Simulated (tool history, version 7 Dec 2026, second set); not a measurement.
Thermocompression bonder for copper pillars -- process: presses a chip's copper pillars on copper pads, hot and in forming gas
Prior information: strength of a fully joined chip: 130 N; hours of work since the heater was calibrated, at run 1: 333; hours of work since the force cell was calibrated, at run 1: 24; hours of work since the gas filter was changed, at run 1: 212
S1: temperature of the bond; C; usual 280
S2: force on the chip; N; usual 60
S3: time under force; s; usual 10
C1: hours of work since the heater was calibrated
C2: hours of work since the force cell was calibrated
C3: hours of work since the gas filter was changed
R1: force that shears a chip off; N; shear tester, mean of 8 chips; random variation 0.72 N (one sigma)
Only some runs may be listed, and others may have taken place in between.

run,hour,S1,S2,S3,C1,C2,C3,R1
1,0.0,280,60,10,333,24,212,89.1
2,18.3,280,84,10,347,38,226,105.2
3,42.6,280,84,10,366,57,245,105.6
4,70.9,280,60,10,387,78,266,87.6
5,111.1,280,60,10,418,109,297,86.0
6,144.5,280,60,10,444,135,323,86.9
7,182.6,280,60,10,473,164,352,86.1
8,224.0,280,60,10,504,195,383,84.9
# hour 227.7: forming gas filter changed
9,253.3,280,62,10,526,217,20,90.7
10,273.1,280,62,10,542,233,35,89.3
11,298.1,280,62,10,561,252,54,89.6
12,319.6,280,62,10,577,268,70,88.7
13,348.7,306,60,10,599,290,93,99.6
14,379.9,306,60,10,623,314,116,99.7
15,399.9,306,60,10,639,330,132,100.5
16,429.8,306,60,10,661,352,155,98.1
17,458.6,306,60,10,683,374,177,100.5
18,499.7,306,60,10,715,406,208,98.5
19,528.2,280,60,10,737,428,230,84.7
20,552.4,280,60,11,755,446,248,87.4
21,591.7,286,60,10,785,476,278,87.0
22,614.4,286,60,27,803,494,296,107.7
23,636.2,275,52,28,819,510,312,96.0
24,671.2,260,59,7,846,537,339,62.8
25,704.5,254,82,7,872,563,365,75.7
# hour 732.0: forming gas filter changed
26,735.1,280,41,10,895,586,2,65.5
27,771.4,301,41,10,922,613,30,75.8
28,808.6,301,41,10,951,642,59,75.0
29,838.1,301,41,6,973,664,81,63.7
30,859.4,302,89,27,990,681,97,125.5
31,900.5,252,69,23,1021,712,129,92.2
# hour 924.7: heater calibrated with a thermocouple chip
32,937.6,280,49,10,10,739,156,77.2
33,956.3,280,55,10,24,753,170,82.7
34,987.0,280,55,10,48,777,194,83.5
35,1029.9,280,49,6,81,810,226,64.5
36,1048.1,280,58,6,94,823,240,73.1
37,1082.1,277,69,10,120,850,266,92.3
38,1109.2,277,69,10,141,870,287,91.8
39,1129.0,277,69,29,156,885,302,112.3

What if the next run were any one of these 5? Each begins from the tool's condition after run 39:
A,1165.9,309,47,6,185,914,330,?
B,1165.9,287,69,29,185,914,330,?
C,1165.9,281,60,10,185,914,330,?
D,1165.9,284,42,29,185,914,330,?
E,1165.9,266,69,6,185,914,330,?

run,R1
A,75.4
B,114.8
C,85.7
D,92.9
E,72.9
Stripped of hidden state, with their random variation kept, the same runs would have yielded:
run,R1
A,82.8
B,121.1
C,93.5
D,100.6
E,80.4

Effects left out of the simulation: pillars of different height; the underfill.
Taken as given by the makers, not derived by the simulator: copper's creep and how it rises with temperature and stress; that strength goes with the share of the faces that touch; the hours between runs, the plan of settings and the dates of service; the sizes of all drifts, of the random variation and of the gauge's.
